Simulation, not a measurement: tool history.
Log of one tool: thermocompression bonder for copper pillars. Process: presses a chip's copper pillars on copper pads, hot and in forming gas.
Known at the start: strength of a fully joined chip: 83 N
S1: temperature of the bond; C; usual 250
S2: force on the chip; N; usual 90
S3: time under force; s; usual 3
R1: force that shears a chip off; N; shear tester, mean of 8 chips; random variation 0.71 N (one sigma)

run 1 hour=0 | S1=250 S2=90 S3=3 | R1=50.2
run 2 hour=49.9 | S1=250 S2=90 S3=3 | R1=51
run 3 hour=83 | S1=250 S2=90 S3=4 | R1=54.8
run 4 hour=114 | S1=250 S2=90 S3=4 | R1=55.6
run 5 hour=150.6 | S1=248 S2=90 S3=3 | R1=49.8
-- hour=167.2 forming gas filter changed
run 6 hour=198.4 | S1=250 S2=90 S3=3 | R1=49.2
run 7 hour=225.3 | S1=250 S2=90 S3=3 | R1=51.3
run 8 hour=269.6 | S1=250 S2=90 S3=3 | R1=51
run 9 hour=303.3 | S1=250 S2=106 S3=3 | R1=55.9
run 10 hour=358.5 | S1=250 S2=106 S3=3 | R1=55.6
run 11 hour=386.9 | S1=250 S2=106 S3=3 | R1=55.6
-- hour=439.7 forming gas filter changed
run 12 hour=444.6 | S1=250 S2=106 S3=3 | R1=56.2
run 13 hour=499.4 | S1=250 S2=111 S3=3 | R1=58.6
run 14 hour=553.8 | S1=250 S2=90 S3=3 | R1=51.3
run 15 hour=606.1 | S1=250 S2=90 S3=3 | R1=51
run 16 hour=634.7 | S1=250 S2=90 S3=3 | R1=51.2
run 17 hour=660.1 | S1=250 S2=90 S3=3 | R1=49.3
run 18 hour=690.4 | S1=250 S2=90 S3=3 | R1=50
-- hour=714.3 forming gas filter changed
run 19 hour=751.4 | S1=250 S2=90 S3=3 | R1=52.2
run 20 hour=787.2 | S1=250 S2=67 S3=3 | R1=41.1
run 21 hour=846 | S1=250 S2=67 S3=3 | R1=39.9
-- hour=864.2 heater calibrated with a thermocouple chip
run 22 hour=880.1 | S1=250 S2=67 S3=3 | R1=40.4
run 23 hour=934.7 | S1=256 S2=58 S3=8 | R1=54.4
run 24 hour=963 | S1=256 S2=58 S3=8 | R1=55.6
-- hour=987.3 forming gas filter changed
run 25 hour=1019.1 | S1=256 S2=58 S3=8 | R1=54.9
run 26 hour=1076.2 | S1=256 S2=60 S3=3 | R1=40.9
run 27 hour=1112.9 | S1=221 S2=115 S3=4 | R1=41.4
run 28 hour=1169.2 | S1=221 S2=115 S3=4 | R1=42.4
run 29 hour=1206.4 | S1=239 S2=112 S3=2 | R1=45.4
run 30 hour=1241.9 | S1=241 S2=104 S3=2 | R1=43
-- hour=1259.8 forming gas filter changed
run 31 hour=1287.7 | S1=241 S2=104 S3=2 | R1=42.3
run 32 hour=1341.8 | S1=241 S2=90 S3=3 | R1=43.3
run 33 hour=1371.7 | S1=241 S2=90 S3=3 | R1=44.1
run 34 hour=1410 | S1=233 S2=89 S3=6 | R1=47.9
run 35 hour=1440.6 | S1=233 S2=89 S3=6 | R1=49

5 ways to go on from here, each from the tool as it stands after run 35. What would each give?
run A hour=1467.8 | S1=231 S2=90 S3=3 | R1=?
run B hour=1467.8 | S1=250 S2=123 S3=3 | R1=?
run C hour=1467.8 | S1=250 S2=71 S3=3 | R1=?
run D hour=1467.8 | S1=268 S2=111 S3=8 | R1=?
run E hour=1467.8 | S1=250 S2=90 S3=3 | R1=?

run=A R1=37.9
run=B R1=62.4
run=C R1=41.7
run=D R1=79.3
run=E R1=49.2
Without the tool's hidden state the same runs would have given:
run=A R1=38
run=B R1=62.5
run=C R1=41.8
run=D R1=79.4
run=E R1=49.3
